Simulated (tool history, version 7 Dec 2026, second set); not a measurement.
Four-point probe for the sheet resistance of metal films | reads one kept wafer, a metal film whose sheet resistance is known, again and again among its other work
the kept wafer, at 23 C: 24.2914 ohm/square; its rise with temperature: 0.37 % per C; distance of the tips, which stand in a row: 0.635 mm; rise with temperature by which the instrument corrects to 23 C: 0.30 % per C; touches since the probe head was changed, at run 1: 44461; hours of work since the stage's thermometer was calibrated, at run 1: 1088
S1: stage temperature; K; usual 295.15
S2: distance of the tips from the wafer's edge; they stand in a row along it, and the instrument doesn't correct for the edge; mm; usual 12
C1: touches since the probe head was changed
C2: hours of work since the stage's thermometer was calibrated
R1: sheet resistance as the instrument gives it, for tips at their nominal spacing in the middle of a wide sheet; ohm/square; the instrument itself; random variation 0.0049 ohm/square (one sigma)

run,day,S1,S2,C1,C2,R1
1,0.000,295.15,12,44461,1088,24.285925
2,2.050,295.15,12,45551,1108,24.290337
3,3.512,295.15,12,46329,1122,24.285005
4,5.088,295.15,12,47166,1137,24.289025
5,7.533,295.15,12,48467,1161,24.279017
6,9.062,306.15,12,49280,1176,24.441090
7,11.500,294.15,12,50576,1199,24.270631
8,13.329,295.15,12,51549,1217,24.283478
9,14.738,295.15,12,52297,1230,24.289062
10,17.833,303.15,12,53944,1260,24.418471
11,20.917,295.15,12,55582,1290,24.297749
12,23.271,295.15,12,56834,1313,24.289842
13,24.654,295.15,19,57570,1326,24.264327
14,27.758,295.15,12,59221,1356,24.289466
15,30.804,292.15,12,60841,1386,24.246257
16,33.604,291.15,12,62330,1413,24.234601
17,35.071,295.15,12,63109,1427,24.297721
18,36.479,295.15,12,63859,1440,24.298443
19,39.125,295.15,12,65265,1466,24.298353
20,41.062,295.15,12,66295,1485,24.302272
21,42.738,295.15,12,67187,1501,24.294018
22,45.246,295.15,18,68519,1525,24.278375
23,47.642,295.15,18,69793,1548,24.271734
24,49.842,303.15,4,70964,1569,24.717589
25,51.404,291.15,50,71794,1584,24.196836
26,52.712,297.15,9,72489,1597,24.355878
27,54.404,305.15,9,73389,1613,24.484148
28,57.317,305.15,9,74938,1641,24.493397
29,58.654,305.15,9,75648,1654,24.485004
30,60.258,305.15,9,76502,1670,24.480177
# day 60.458: stage's thermometer calibrated
31,61.862,292.15,60,77344,14,24.217582
32,63.508,296.15,7,78218,29,24.376331

Run 33 comes next. What will it give?
33,65.521,304.15,48,79290,49,?

R1: 24.402497 ohm/square
Without the tool's hidden state the same run would have given R1 24.413663 ohm/square.
